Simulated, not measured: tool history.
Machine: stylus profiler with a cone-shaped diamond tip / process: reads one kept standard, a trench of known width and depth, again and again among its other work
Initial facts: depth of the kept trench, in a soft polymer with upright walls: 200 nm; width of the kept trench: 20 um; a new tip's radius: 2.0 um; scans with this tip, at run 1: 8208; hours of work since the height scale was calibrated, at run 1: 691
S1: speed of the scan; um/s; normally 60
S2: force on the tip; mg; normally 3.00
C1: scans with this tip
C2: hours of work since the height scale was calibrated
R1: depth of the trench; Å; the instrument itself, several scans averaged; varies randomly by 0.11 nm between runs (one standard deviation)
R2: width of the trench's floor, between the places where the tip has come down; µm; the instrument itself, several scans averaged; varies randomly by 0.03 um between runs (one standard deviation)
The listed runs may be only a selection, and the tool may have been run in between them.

| run | hour | S1 | S2 | C1 | C2 | R1 | R2 |
|---|---|---|---|---|---|---|---|
| 1 | 0.0 | 60 | 3.00 | 8208 | 691 | 2020.1 | 17.56 |
| 2 | 55.4 | 60 | 3.00 | 8533 | 719 | 2021.5 | 17.44 |
| 3 | 131.9 | 60 | 3.00 | 8982 | 756 | 2021.4 | 17.57 |
| 4 | 189.3 | 60 | 3.00 | 9318 | 785 | 2024.2 | 17.48 |
| 5 | 227.0 | 60 | 3.00 | 9540 | 803 | 2023.2 | 17.47 |
| 6 | 283.2 | 60 | 3.00 | 9869 | 831 | 2022.6 | 17.42 |
| 7 | 354.6 | 60 | 3.00 | 10288 | 866 | 2020.7 | 17.46 |
| 8 | 423.6 | 60 | 3.00 | 10693 | 901 | 2020.5 | 17.42 |
| 9 | 474.7 | 60 | 3.00 | 10992 | 926 | 2023.4 | 17.41 |
| 10 | 539.4 | 60 | 3.00 | 11372 | 958 | 2022.2 | 17.36 |
| 11 | 595.5 | 52 | 3.00 | 11701 | 985 | 2019.2 | 17.36 |
| 12 | 648.6 | 147 | 3.00 | 12012 | 1012 | 2021.4 | 17.00 |
| 13 | 724.6 | 147 | 3.00 | 12458 | 1049 | 2021.5 | 16.96 |
| 14 | 777.0 | 147 | 3.00 | 12765 | 1075 | 2020.0 | 16.96 |
| 15 | 821.7 | 26 | 3.00 | 13027 | 1097 | 2017.4 | 17.38 |
| 16 | 868.9 | 121 | 3.00 | 13304 | 1120 | 2017.2 | 17.01 |
| 17 | 934.0 | 121 | 3.00 | 13685 | 1153 | 2019.5 | 16.96 |
| 18 | 973.7 | 121 | 3.00 | 13919 | 1172 | 2018.2 | 17.00 |
| 19 | 1049.7 | 121 | 3.00 | 14364 | 1210 | 2018.1 | 16.94 |
| 20 | 1099.1 | 121 | 3.00 | 14654 | 1234 | 2018.5 | 16.95 |
| 21 | 1154.9 | 36 | 8.20 | 14981 | 1262 | 2045.5 | 17.31 |
| 22 | 1209.1 | 46 | 3.76 | 15299 | 1288 | 2021.4 | 17.24 |
| 23 | 1241.4 | 17 | 5.85 | 15488 | 1304 | 2034.2 | 17.29 |
| 24 | 1287.1 | 17 | 5.85 | 15757 | 1327 | 2035.0 | 17.32 |
| 25 | 1364.1 | 106 | 5.85 | 16208 | 1365 | 2033.5 | 17.06 |
| 26 | 1411.9 | 106 | 5.85 | 16488 | 1389 | 2032.9 | 17.01 |
| 27 | 1447.6 | 106 | 5.85 | 16697 | 1406 | 2034.1 | 16.97 |
| 28 | 1502.9 | 39 | 3.17 | 17022 | 1434 | 2016.8 | 17.20 |
| 29 | 1559.9 | 121 | 3.09 | 17356 | 1462 | 2017.2 | 16.82 |
| 30 | 1622.7 | 43 | 4.23 | 17724 | 1493 | 2021.5 | 17.14 |
| 31 | 1656.9 | 43 | 4.23 | 17925 | 1510 | 2021.0 | 17.07 |
| 32 | 1705.0 | 60 | 8.34 | 18207 | 1533 | 2043.6 | 17.06 |
| 33 | 1752.7 | 84 | 8.34 | 18487 | 1557 | 2043.4 | 17.05 |
| 34 | 1829.4 | 189 | 4.90 | 18936 | 1595 | 2025.9 | 16.66 |
| 35 | 1883.8 | 60 | 3.91 | 19256 | 1622 | 2020.6 | 16.97 |
| 36 | 1955.3 | 60 | 3.91 | 19675 | 1657 | 2019.3 | 16.95 |
| 37 | 2016.8 | 62 | 3.11 | 20036 | 1687 | 2017.3 | 16.93 |
| 38 | 2082.1 | 144 | 2.00 | 20418 | 1720 | 2005.0 | 16.45 |
| 39 | 2142.9 | 217 | 4.35 | 20775 | 1750 | 2021.8 | 16.46 |
| 40 | 2195.8 | 20 | 2.79 | 21085 | 1776 | 2011.9 | 17.00 |

The same runs without the tool's hidden state, with the same run-to-run variation:
Hidden state at play: radius of the tip, um; height scale over the true one, %; drift of the gauge itself on depth_nm, %; drift of the gauge itself on floor_um, %.
| run | R1 | R2 |
|---|---|---|
| 1 | 2026.2 | 18.07 |
| 2 | 2027.9 | 17.97 |
| 3 | 2028.2 | 18.13 |
| 4 | 2031.3 | 18.05 |
| 5 | 2030.5 | 18.06 |
| 6 | 2030.2 | 18.03 |
| 7 | 2028.7 | 18.09 |
| 8 | 2028.8 | 18.07 |
| 9 | 2032.0 | 18.08 |
| 10 | 2031.1 | 18.05 |
| 11 | 2028.3 | 18.07 |
| 12 | 2030.9 | 17.72 |
| 13 | 2031.3 | 17.71 |
| 14 | 2030.1 | 17.72 |
| 15 | 2027.7 | 18.16 |
| 16 | 2027.7 | 17.80 |
| 17 | 2030.4 | 17.77 |
| 18 | 2029.2 | 17.83 |
| 19 | 2029.6 | 17.79 |
| 20 | 2030.2 | 17.81 |
| 21 | 2057.6 | 18.19 |
| 22 | 2033.7 | 18.13 |
| 23 | 2046.7 | 18.20 |
| 24 | 2047.7 | 18.24 |
| 25 | 2046.7 | 18.00 |
| 26 | 2046.3 | 17.97 |
| 27 | 2047.7 | 17.93 |
| 28 | 2030.6 | 18.17 |
| 29 | 2031.3 | 17.81 |
| 30 | 2035.9 | 18.15 |
| 31 | 2035.6 | 18.09 |
| 32 | 2058.6 | 18.09 |
| 33 | 2058.7 | 18.09 |
| 34 | 2041.4 | 17.73 |
| 35 | 2036.4 | 18.06 |
| 36 | 2035.4 | 18.05 |
| 37 | 2033.7 | 18.05 |
| 38 | 2021.7 | 17.58 |
| 39 | 2038.9 | 17.61 |
| 40 | 2029.2 | 18.17 |
